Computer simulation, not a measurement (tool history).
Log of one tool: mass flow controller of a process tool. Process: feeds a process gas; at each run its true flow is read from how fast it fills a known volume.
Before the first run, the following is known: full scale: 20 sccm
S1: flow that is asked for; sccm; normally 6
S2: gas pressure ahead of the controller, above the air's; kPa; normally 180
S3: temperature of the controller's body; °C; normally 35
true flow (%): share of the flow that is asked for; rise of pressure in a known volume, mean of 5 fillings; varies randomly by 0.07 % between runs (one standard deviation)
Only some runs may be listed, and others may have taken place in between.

Run 1, hour 0.0: usual settings. Result: true flow (%) 98.16.
Run 2, hour 347.5: usual settings. Result: true flow (%) 98.06.
Run 3, hour 828.7: usual settings. Result: true flow (%) 98.14.
Run 4, hour 1075.3: usual settings. Result: true flow (%) 97.96.
Run 5, hour 1395.4: usual settings but S2 164 kPa. Result: true flow (%) 98.09.
Run 6, hour 1616.8: usual settings but S1 5 sccm. Result: true flow (%) 98.09.
Run 7, hour 2035.8: usual settings but S1 5 sccm. Result: true flow (%) 98.17.
Run 8, hour 2389.8: usual settings but S1 5 sccm. Result: true flow (%) 98.17.
Run 9, hour 2670.0: usual settings but S1 5 sccm. Result: true flow (%) 98.18.
Run 10, hour 2945.2: usual settings. Result: true flow (%) 98.17.
Run 11, hour 3275.9: usual settings but S3 37 °C. Result: true flow (%) 98.11.
Run 12, hour 3770.8: usual settings but S2 208 kPa. Result: true flow (%) 98.29.
Run 13, hour 4187.1: usual settings but S2 208 kPa. Result: true flow (%) 98.29.
Run 14, hour 4448.4: usual settings but S1 13 sccm, S2 208 kPa. Result: true flow (%) 98.44.

Run 15, settings as shown, results not yet in. Your forecast:
Run 15, hour 4896.5: usual settings but S1 4 sccm, S2 235 kPa, S3 31 °C. Result: true flow (%) ?.

Run 15 gave true flow (%) 99.03.
On a tool with no hidden condition, and with the same random variation, this run would have come out at true flow (%) 98.18.

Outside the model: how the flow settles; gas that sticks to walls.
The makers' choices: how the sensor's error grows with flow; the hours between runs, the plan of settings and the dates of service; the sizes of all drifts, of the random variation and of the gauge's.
